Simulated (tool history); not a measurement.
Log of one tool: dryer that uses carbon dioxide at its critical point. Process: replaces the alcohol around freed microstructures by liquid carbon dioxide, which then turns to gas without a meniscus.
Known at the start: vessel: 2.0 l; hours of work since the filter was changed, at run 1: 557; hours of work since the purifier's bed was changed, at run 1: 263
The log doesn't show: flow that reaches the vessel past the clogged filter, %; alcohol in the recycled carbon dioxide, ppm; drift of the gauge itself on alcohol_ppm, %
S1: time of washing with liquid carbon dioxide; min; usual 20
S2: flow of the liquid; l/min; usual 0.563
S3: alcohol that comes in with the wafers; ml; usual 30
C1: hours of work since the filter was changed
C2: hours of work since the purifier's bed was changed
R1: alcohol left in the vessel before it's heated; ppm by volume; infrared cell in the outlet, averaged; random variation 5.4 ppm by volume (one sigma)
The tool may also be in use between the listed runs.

run,day,S1,S2,S3,C1,C2,R1
1,0,20,0.563,30,557,263,204
2,0.95,20,0.563,30,574,280,204
3,1.846,20,0.563,61,591,297,410
# day 2.175: inlet filter changed
4,3.012,20,0.563,61,15,317,285
5,3.554,20,0.563,61,25,327,287
6,4.467,20,0.563,61,42,344,288
7,5.346,20,0.563,61,58,360,296
8,6.179,20,0.563,70,73,375,344
9,6.883,20,0.563,30,86,387,164
10,7.833,20,0.563,30,103,405,167
11,8.992,20,0.563,30,124,426,163
12,9.746,20,0.563,30,138,440,173
13,10.875,20,0.563,30,158,460,164
14,11.538,20,0.563,30,170,472,183
15,12.25,26,0.563,30,183,485,70
16,13.017,20,0.563,30,197,499,187
17,13.638,20,0.563,30,209,510,188
18,14.783,20,0.563,30,229,531,187
19,15.717,17,0.563,30,247,548,335
20,16.512,17,0.563,30,261,563,340
21,17.108,20,0.563,30,272,574,191
22,17.692,20,0.629,30,282,584,124
23,18.612,20,0.629,30,299,601,130
24,19.438,20,0.629,30,314,616,137
25,20.275,14,0.354,30,329,631,2118
26,21.083,14,0.354,30,344,646,2167
27,21.929,12,0.637,68,360,661,1579
28,23.012,21,0.545,30,379,681,191
29,24.233,21,0.545,30,401,703,204
30,24.958,12,0.38,75,415,717,6257
31,25.733,30,0.563,44,429,731,78
32,26.442,13,0.668,115,442,744,1792
33,27.512,14,0.541,27,461,763,738
34,28.267,23,0.704,59,475,777,100
35,29.388,17,0.717,61,495,797,284
36,30.375,17,0.717,61,513,815,297
37,31.288,29,0.409,90,530,832,487
38,32.188,18,0.409,90,546,848,2650
39,32.788,24,0.405,90,557,859,1091
# day 33.658: purifier's bed changed
40,34.117,25,0.342,32,579,8,602
41,34.683,25,0.469,20,589,19,108
# day 35.058: inlet filter changed
42,35.425,25,0.469,20,7,31,75
43,36.446,20,0.936,58,25,50,11
44,36.967,31,0.563,42,35,59,26
45,37.633,20,0.518,108,47,72,716
46,38.196,15,0.518,106,57,82,2075
47,38.921,20,0.519,26,70,95,188

How the hidden state differs across the entries between the runs, from the last listed run before each to the first after it:
Between runs 3 and 4: inlet filter changed (day 2.175)
  flow that reaches the vessel past the clogged filter, %: 91.9 -> 99.8; alcohol in the recycled carbon dioxide, ppm: 25 -> 26.2
  measured less the result without the state, R1: +141 -> +24 ppm by volume
Between runs 39 and 40: purifier's bed changed (day 33.658)
  flow that reaches the vessel past the clogged filter, %: 92.6 -> 92.3; alcohol in the recycled carbon dioxide, ppm: 56.7 -> 5.9
  measured less the result without the state, R1: +321 -> +145 ppm by volume
Between runs 41 and 42: inlet filter changed (day 35.058)
  flow that reaches the vessel past the clogged filter, %: 92.1 -> 99.6; alcohol in the recycled carbon dioxide, ppm: 6.4 -> 7.1
  measured less the result without the state, R1: +35 -> +3 ppm by volume

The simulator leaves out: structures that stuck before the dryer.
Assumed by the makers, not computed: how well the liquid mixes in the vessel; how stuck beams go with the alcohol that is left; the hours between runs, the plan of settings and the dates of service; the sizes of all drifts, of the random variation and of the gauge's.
